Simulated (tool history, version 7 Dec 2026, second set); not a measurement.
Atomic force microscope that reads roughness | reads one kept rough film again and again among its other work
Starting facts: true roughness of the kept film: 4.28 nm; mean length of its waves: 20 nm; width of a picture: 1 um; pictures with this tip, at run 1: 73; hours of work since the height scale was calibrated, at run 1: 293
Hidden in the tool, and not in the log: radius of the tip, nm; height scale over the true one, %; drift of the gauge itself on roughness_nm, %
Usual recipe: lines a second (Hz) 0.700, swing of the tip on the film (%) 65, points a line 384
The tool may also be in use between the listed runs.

run   hour  lines a second (Hz)  swing of the tip on the film (%)  points a line  pictures with this tip  hours of work since the height scale was calibrated  roughness of the kept film (nm (root mean square))
  1    0.0                0.700                                65            384                      73                                                  293                                               2.814
  2   38.7                0.700                                65            384                     119                                                  315                                               2.672
  3   70.2                0.700                                65            384                     157                                                  332                                               2.524
  4   99.9                0.700                                65            384                     192                                                  348                                               2.418
  5  122.6                0.700                                65            384                     219                                                  360                                               2.329
     137.3  -- new tip fitted
  6  144.6                0.700                                65            384                       9                                                  372                                               3.034
  7  165.4                0.700                                65            646                      34                                                  384                                               2.934
  8  201.6                0.700                                65            646                      77                                                  403                                               2.805
  9  223.6                0.700                                65            646                     103                                                  415                                               2.704
 10  262.9                0.700                                65            646                     150                                                  437                                               2.547
 11  296.3                0.700                                65            789                     190                                                  455                                               2.441
 12  328.7                0.700                                65            789                     229                                                  473                                               2.319
     334.5  -- new tip fitted
 13  360.0                1.112                                65            789                      30                                                  490                                               2.974
 14  400.1                1.271                                76            540                      78                                                  512                                               2.658
 15  421.6                1.271                                76            540                     104                                                  524                                               2.556
 16  446.2                1.271                                77            641                     133                                                  537                                               2.456
 17  484.0                1.271                                77            641                     178                                                  558                                               2.315
 18  504.9                1.271                                77            641                     203                                                  569                                               2.238
 19  529.9                0.892                                84            614                     233                                                  583                                               2.162
     533.2  -- new tip fitted
 20  562.8                3.853                                83            668                      36                                                  601                                               2.133
 21  590.0                0.700                                61            384                      68                                                  616                                               2.809
 22  608.3                0.700                                55            300                      90                                                  626                                               2.736
 23  639.9                2.622                                60            576                     128                                                  643                                               2.502
 24  679.7                2.622                                60            576                     175                                                  665                                               2.341
 25  706.9                1.375                                75            757                     208                                                  680                                               2.227
     731.0  -- new tip fitted
 26  742.4                1.375                                75            757                      13                                                  699                                               2.871

Alternative continuations, all from the tool just after run 26; predict every row:
  A  775.3                0.700                                68            384                      53                                                  717                                                   ?
  B  775.3                0.617                                65            384                      53                                                  717                                                   ?
  C  775.3                0.827                                74            469                      53                                                  717                                                   ?
  D  775.3                2.341                                65            294                      53                                                  717                                                   ?
  E  775.3                2.410                                59            553                      53                                                  717                                                   ?

run  roughness of the kept film (nm (root mean square))
  A                                               2.834
  B                                               2.878
  C                                               2.808
  D                                               2.652
  E                                               2.775
Had the tool no hidden state, the same runs would have come out as:
run  roughness of the kept film (nm (root mean square))
  A                                               3.136
  B                                               3.184
  C                                               3.107
  D                                               2.934
  E                                               3.070
